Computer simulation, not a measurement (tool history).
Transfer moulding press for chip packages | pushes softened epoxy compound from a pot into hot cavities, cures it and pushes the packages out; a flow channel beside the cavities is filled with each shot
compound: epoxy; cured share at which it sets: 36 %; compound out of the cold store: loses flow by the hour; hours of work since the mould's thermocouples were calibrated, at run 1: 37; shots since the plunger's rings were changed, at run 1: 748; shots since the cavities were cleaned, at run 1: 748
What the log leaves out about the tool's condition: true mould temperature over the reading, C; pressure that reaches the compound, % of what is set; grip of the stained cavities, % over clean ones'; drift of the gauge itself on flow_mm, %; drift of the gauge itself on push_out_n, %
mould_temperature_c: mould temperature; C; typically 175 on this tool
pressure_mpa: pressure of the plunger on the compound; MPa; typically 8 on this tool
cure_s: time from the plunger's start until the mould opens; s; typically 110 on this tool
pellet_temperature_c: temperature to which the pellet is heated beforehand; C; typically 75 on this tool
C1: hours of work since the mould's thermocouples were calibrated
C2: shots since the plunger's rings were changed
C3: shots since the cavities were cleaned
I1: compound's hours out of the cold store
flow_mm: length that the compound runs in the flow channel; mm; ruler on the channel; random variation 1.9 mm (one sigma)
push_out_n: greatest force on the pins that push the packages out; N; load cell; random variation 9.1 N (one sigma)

{"run": 1, "hour": 0.0, "mould_temperature_c": 175, "pressure_mpa": 8, "cure_s": 110, "pellet_temperature_c": 75, "C1": 37, "C2": 748, "C3": 748, "I1": 27.9, "flow_mm": 781, "push_out_n": 790}
{"run": 2, "hour": 10.3, "mould_temperature_c": 175, "pressure_mpa": 8, "cure_s": 101, "pellet_temperature_c": 75, "C1": 41, "C2": 822, "C3": 822, "I1": 36.7, "flow_mm": 768, "push_out_n": 945}
{"hour": 15.6, "done": "cavities cleaned with cleaning compound and waxed"}
{"run": 3, "hour": 19.1, "mould_temperature_c": 175, "pressure_mpa": 8, "cure_s": 101, "pellet_temperature_c": 79, "C1": 44, "C2": 874, "C3": 25, "I1": 23.7, "flow_mm": 792, "push_out_n": 522}
{"run": 4, "hour": 28.3, "mould_temperature_c": 175, "pressure_mpa": 8, "cure_s": 101, "pellet_temperature_c": 79, "C1": 48, "C2": 941, "C3": 92, "I1": 37, "flow_mm": 764, "push_out_n": 563}
{"run": 5, "hour": 38.8, "mould_temperature_c": 175, "pressure_mpa": 8, "cure_s": 110, "pellet_temperature_c": 75, "C1": 52, "C2": 1016, "C3": 167, "I1": 45, "flow_mm": 746, "push_out_n": 513}
{"run": 6, "hour": 44.8, "mould_temperature_c": 175, "pressure_mpa": 8, "cure_s": 110, "pellet_temperature_c": 75, "C1": 55, "C2": 1059, "C3": 210, "I1": 13.7, "flow_mm": 812, "push_out_n": 565}
{"run": 7, "hour": 50.7, "mould_temperature_c": 175, "pressure_mpa": 8, "cure_s": 110, "pellet_temperature_c": 75, "C1": 57, "C2": 1102, "C3": 253, "I1": 26.6, "flow_mm": 782, "push_out_n": 607}
{"run": 8, "hour": 61.7, "mould_temperature_c": 175, "pressure_mpa": 8, "cure_s": 110, "pellet_temperature_c": 75, "C1": 62, "C2": 1181, "C3": 332, "I1": 11.4, "flow_mm": 816, "push_out_n": 654}
{"run": 9, "hour": 69.8, "mould_temperature_c": 175, "pressure_mpa": 8, "cure_s": 110, "pellet_temperature_c": 75, "C1": 65, "C2": 1239, "C3": 390, "I1": 8.4, "flow_mm": 823, "push_out_n": 676}
{"run": 10, "hour": 78.2, "mould_temperature_c": 175, "pressure_mpa": 8, "cure_s": 110, "pellet_temperature_c": 75, "C1": 68, "C2": 1300, "C3": 451, "I1": 33.1, "flow_mm": 767, "push_out_n": 661}
{"run": 11, "hour": 84.9, "mould_temperature_c": 175, "pressure_mpa": 9.87, "cure_s": 110, "pellet_temperature_c": 75, "C1": 71, "C2": 1348, "C3": 499, "I1": 43.3, "flow_mm": 829, "push_out_n": 695}
{"run": 12, "hour": 90.8, "mould_temperature_c": 175, "pressure_mpa": 8, "cure_s": 110, "pellet_temperature_c": 75, "C1": 74, "C2": 1391, "C3": 542, "I1": 34.5, "flow_mm": 764, "push_out_n": 739}
{"run": 13, "hour": 101.6, "mould_temperature_c": 175, "pressure_mpa": 8, "cure_s": 110, "pellet_temperature_c": 75, "C1": 78, "C2": 1468, "C3": 619, "I1": 16.9, "flow_mm": 800, "push_out_n": 756}
{"run": 14, "hour": 110.6, "mould_temperature_c": 175, "pressure_mpa": 8, "cure_s": 110, "pellet_temperature_c": 75, "C1": 82, "C2": 1533, "C3": 684, "I1": 12.5, "flow_mm": 811, "push_out_n": 785}
{"run": 15, "hour": 117.6, "mould_temperature_c": 175, "pressure_mpa": 8, "cure_s": 110, "pellet_temperature_c": 75, "C1": 85, "C2": 1583, "C3": 734, "I1": 34.4, "flow_mm": 762, "push_out_n": 773}
{"run": 16, "hour": 128.5, "mould_temperature_c": 175, "pressure_mpa": 8, "cure_s": 110, "pellet_temperature_c": 75, "C1": 89, "C2": 1662, "C3": 813, "I1": 31.1, "flow_mm": 769, "push_out_n": 799}
{"hour": 135.0, "done": "cavities cleaned with cleaning compound and waxed"}
{"run": 17, "hour": 136.0, "mould_temperature_c": 180, "pressure_mpa": 8, "cure_s": 104, "pellet_temperature_c": 75, "C1": 92, "C2": 1705, "C3": 8, "I1": 33.6, "flow_mm": 749, "push_out_n": 378}
{"run": 18, "hour": 144.4, "mould_temperature_c": 180, "pressure_mpa": 8, "cure_s": 104, "pellet_temperature_c": 75, "C1": 95, "C2": 1765, "C3": 68, "I1": 16.3, "flow_mm": 783, "push_out_n": 436}
{"run": 19, "hour": 153.8, "mould_temperature_c": 175, "pressure_mpa": 9.37, "cure_s": 98, "pellet_temperature_c": 67, "C1": 99, "C2": 1833, "C3": 136, "I1": 25.3, "flow_mm": 847, "push_out_n": 687}
{"run": 20, "hour": 163.3, "mould_temperature_c": 179, "pressure_mpa": 6.03, "cure_s": 123, "pellet_temperature_c": 72, "C1": 103, "C2": 1901, "C3": 204, "I1": 40.1, "flow_mm": 641, "push_out_n": 433}
{"hour": 166.2, "done": "mould's thermocouples calibrated"}
{"run": 21, "hour": 172.3, "mould_temperature_c": 175, "pressure_mpa": 8, "cure_s": 99, "pellet_temperature_c": 67, "C1": 2, "C2": 1951, "C3": 254, "I1": 39.8, "flow_mm": 750, "push_out_n": 707}
{"run": 22, "hour": 180.7, "mould_temperature_c": 175, "pressure_mpa": 9.5, "cure_s": 120, "pellet_temperature_c": 67, "C1": 6, "C2": 2012, "C3": 315, "I1": 25, "flow_mm": 852, "push_out_n": 579}
{"run": 23, "hour": 187.2, "mould_temperature_c": 175, "pressure_mpa": 9.5, "cure_s": 120, "pellet_temperature_c": 67, "C1": 9, "C2": 2059, "C3": 362, "I1": 34.2, "flow_mm": 829, "push_out_n": 590}
{"run": 24, "hour": 196.5, "mould_temperature_c": 175, "pressure_mpa": 9.5, "cure_s": 98, "pellet_temperature_c": 70, "C1": 13, "C2": 2126, "C3": 429, "I1": 37.7, "flow_mm": 819, "push_out_n": 877}
{"run": 25, "hour": 201.7, "mould_temperature_c": 175, "pressure_mpa": 9.5, "cure_s": 98, "pellet_temperature_c": 70, "C1": 15, "C2": 2163, "C3": 466, "I1": 36.9, "flow_mm": 822, "push_out_n": 859}
{"run": 26, "hour": 206.6, "mould_temperature_c": 175, "pressure_mpa": 9.5, "cure_s": 112, "pellet_temperature_c": 70, "C1": 17, "C2": 2199, "C3": 502, "I1": 47, "flow_mm": 800, "push_out_n": 667}
{"hour": 217.8, "done": "mould's thermocouples calibrated, once more"}
{"run": 27, "hour": 219.0, "mould_temperature_c": 175, "pressure_mpa": 9.5, "cure_s": 112, "pellet_temperature_c": 70, "C1": 0, "C2": 2273, "C3": 576, "I1": 22.6, "flow_mm": 846, "push_out_n": 725}
{"run": 28, "hour": 228.3, "mould_temperature_c": 175, "pressure_mpa": 9.5, "cure_s": 112, "pellet_temperature_c": 70, "C1": 4, "C2": 2340, "C3": 643, "I1": 23, "flow_mm": 847, "push_out_n": 718}
{"run": 29, "hour": 236.2, "mould_temperature_c": 180, "pressure_mpa": 9.5, "cure_s": 112, "pellet_temperature_c": 70, "C1": 8, "C2": 2397, "C3": 700, "I1": 12.9, "flow_mm": 854, "push_out_n": 626}

Forecast each of these 3 alternatives for the next run:
{"run": "A", "hour": 247.4, "mould_temperature_c": 172, "pressure_mpa": 9.5, "cure_s": 112, "pellet_temperature_c": 79, "C1": 12, "C2": 2478, "C3": 781, "I1": 26.4, "flow_mm": "?", "push_out_n": "?"}
{"run": "B", "hour": 247.4, "mould_temperature_c": 168, "pressure_mpa": 9.5, "cure_s": 112, "pellet_temperature_c": 70, "C1": 12, "C2": 2478, "C3": 781, "I1": 22.9, "flow_mm": "?", "push_out_n": "?"}
{"run": "C", "hour": 247.4, "mould_temperature_c": 175, "pressure_mpa": 7.13, "cure_s": 114, "pellet_temperature_c": 75, "C1": 12, "C2": 2478, "C3": 781, "I1": 46.1, "flow_mm": "?", "push_out_n": "?"}

run=A flow_mm=852 push_out_n=909
run=B flow_mm=871 push_out_n=1217
run=C flow_mm=689 push_out_n=719
Take away the tool's hidden state, keep each run's random variation, and the runs would have read:
run=A flow_mm=883 push_out_n=489
run=B flow_mm=902 push_out_n=655
run=C flow_mm=713 push_out_n=388

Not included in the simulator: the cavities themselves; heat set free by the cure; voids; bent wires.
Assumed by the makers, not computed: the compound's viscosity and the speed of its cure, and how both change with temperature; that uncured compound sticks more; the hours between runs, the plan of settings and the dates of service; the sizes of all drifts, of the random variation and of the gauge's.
